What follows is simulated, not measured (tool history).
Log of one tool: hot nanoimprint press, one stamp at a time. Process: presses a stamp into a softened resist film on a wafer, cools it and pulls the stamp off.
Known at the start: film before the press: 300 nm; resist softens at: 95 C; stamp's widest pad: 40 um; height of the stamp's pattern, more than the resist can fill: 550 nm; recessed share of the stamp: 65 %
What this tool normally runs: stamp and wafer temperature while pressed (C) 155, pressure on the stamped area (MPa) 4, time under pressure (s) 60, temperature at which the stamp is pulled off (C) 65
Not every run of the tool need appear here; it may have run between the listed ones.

run	hour	stamp and wafer temperature while pressed (C)	pressure on the stamped area (MPa)	time under pressure (s)	temperature at which the stamp is pulled off (C)	resist left under the stamp's widest pad (nm)	greatest force while the stamp is pulled off (N)
1	0	155	4	60	65	170.7	159
2	66.4	155	4	60	65	172.3	173
3	139.7	155	4	60	65	173.8	178
4	242.6	155	4	60	65	176.1	108
5	306.3	155	4	60	65	180.8	110
6	350.1	155	4	60	65	181.9	123
7	438.4	147	4	60	65	228.6	132
8	530.7	155	4	60	65	177.5	147
9	587.5	155	4	60	65	179.9	163
10	637.4	155	4	60	65	179.4	165
11	710.5	155	4	60	65	181.8	181
12	773	148	4	60	65	223.3	190
13	837.8	155	4	95	68	161.4	102
14	897.9	148	4.21	114	70	162.6	104
15	942.6	146	4.7	54	52	204.4	135
16	1042.5	153	4.76	119	68	128.1	126
17	1142	155	5.8	97	65	118	152
18	1193.6	156	2.76	39	64	211	162
19	1259	156	2.76	39	64	214.7	175
20	1300.3	155	3.79	60	65	174.7	170
21	1400.4	155	3.79	60	65	175.4	100
22	1466.2	155	3.79	60	65	175	108
23	1517.6	155	3.79	60	65	176.8	117

Missing from the log above: 6 entries noted between runs. For each, name the pair of listed runs it sits between and say how the tool's hidden condition differs from the listed run just before to the listed run just after:
Runs 3 to 4: stamp cleaned and given a new release coat (hour 191.2)
  true temperature over the reading, C: -1.62 -> -1.89; pressure that arrives at the usual setting, %: 93.91 -> 93.58; grip of the stamp's worn release coat, % over a new coat's: 91.9 -> 7.9
  what was measured, less what the result would be without the hidden state, resist left under the stamp's widest pad (nm): +13 -> +14.6; greatest force while the stamp is pulled off (N): +88 -> +10
Runs 4 to 5: plate thermocouple calibrated (hour 305)
  true temperature over the reading, C: -1.89 -> -2.76; pressure that arrives at the usual setting, %: 93.58 -> 93.38; grip of the stamp's worn release coat, % over a new coat's: 7.9 -> 17.5
  what was measured, less what the result would be without the hidden state, resist left under the stamp's widest pad (nm): +14.6 -> +19.2; greatest force while the stamp is pulled off (N): +10 -> +20
Runs 7 to 8: press's hydraulic seals changed and the load cell set to zero (hour 525.4)
  true temperature over the reading, C: -3.14 -> -3.41; pressure that arrives at the usual setting, %: 92.93 -> 100.36; grip of the stamp's worn release coat, % over a new coat's: 39.4 -> 54.1
  what was measured, less what the result would be without the hidden state, resist left under the stamp's widest pad (nm): +22.6 -> +17.2; greatest force while the stamp is pulled off (N): +42 -> +54
Runs 12 to 13: stamp cleaned and given a new release coat (hour 784.1)
  true temperature over the reading, C: -4.17 -> -4.34; pressure that arrives at the usual setting, %: 99.49 -> 99.29; grip of the stamp's worn release coat, % over a new coat's: 98.9 -> 8.3
  what was measured, less what the result would be without the hidden state, resist left under the stamp's widest pad (nm): +23.6 -> +22.2; greatest force while the stamp is pulled off (N): +98 -> +13
Runs 13 to 14: plate thermocouple calibrated, once more (hour 884.6)
  true temperature over the reading, C: -4.34 -> 0.11; pressure that arrives at the usual setting, %: 99.29 -> 99.11; grip of the stamp's worn release coat, % over a new coat's: 8.3 -> 17.3
  what was measured, less what the result would be without the hidden state, resist left under the stamp's widest pad (nm): +22.2 -> +0.1; greatest force while the stamp is pulled off (N): +13 -> +15
Runs 20 to 21: stamp cleaned and given a new release coat (hour 1370.1)
  true temperature over the reading, C: -1.14 -> -1.44; pressure that arrives at the usual setting, %: 97.82 -> 97.48; grip of the stamp's worn release coat, % over a new coat's: 87.8 -> 4.6
  what was measured, less what the result would be without the hidden state, resist left under the stamp's widest pad (nm): +7.4 -> +9.2; greatest force while the stamp is pulled off (N): +80 -> +6
